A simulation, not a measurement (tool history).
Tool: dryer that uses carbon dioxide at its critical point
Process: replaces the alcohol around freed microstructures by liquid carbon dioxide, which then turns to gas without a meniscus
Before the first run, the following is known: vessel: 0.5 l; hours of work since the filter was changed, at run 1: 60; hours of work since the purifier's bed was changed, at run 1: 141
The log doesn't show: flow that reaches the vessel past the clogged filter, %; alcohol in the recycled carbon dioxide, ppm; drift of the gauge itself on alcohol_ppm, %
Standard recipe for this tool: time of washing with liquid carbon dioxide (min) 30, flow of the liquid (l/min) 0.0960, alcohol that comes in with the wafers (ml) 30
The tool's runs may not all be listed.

run	hour	time of washing with liquid carbon dioxide (min)	flow of the liquid (l/min)	alcohol that comes in with the wafers (ml)	hours of work since the filter was changed	hours of work since the purifier's bed was changed	alcohol left in the vessel before it's heated (ppm by volume)
1	0.0	30	0.0960	30	60	141	449
2	12.5	30	0.0960	30	68	149	459
3	28.6	30	0.1494	30	77	158	40
4	47.0	30	0.1494	30	88	169	41
5	59.4	30	0.0960	49	96	177	810
6	78.2	30	0.0960	30	107	188	540
7	98.9	30	0.0960	30	119	200	550
8	114.2	30	0.0960	30	128	209	556
9	133.2	30	0.0960	30	140	221	553
10	144.6	30	0.0960	30	146	227	576
11	154.3	18	0.0960	30	152	233	3719
# hour 157.4: inlet filter changed
12	177.4	26	0.1073	30	12	246	468
13	193.1	21	0.0960	23	21	256	1387
14	208.8	28	0.1238	21	31	265	130
15	218.9	20	0.0723	77	37	271	13196
16	230.3	20	0.1608	38	44	278	274
17	244.2	20	0.1184	36	52	286	1217
18	262.2	19	0.0960	79	63	297	7031
19	281.1	34	0.0859	38	74	308	590
20	300.1	22	0.1334	23	85	320	323

Alternative continuations, all from the tool just after run 20; predict every row:
A	314.9	25	0.0928	113	94	328	?
B	314.9	22	0.1334	35	94	328	?
C	314.9	23	0.1628	43	94	328	?
D	314.9	45	0.0960	62	94	328	?

run	alcohol left in the vessel before it's heated (ppm by volume)
A	4825
B	481
C	162
D	129
Take away the tool's hidden state, keep each run's random variation, and the runs would have read:
run	alcohol left in the vessel before it's heated (ppm by volume)
A	3801
B	334
C	94
D	68
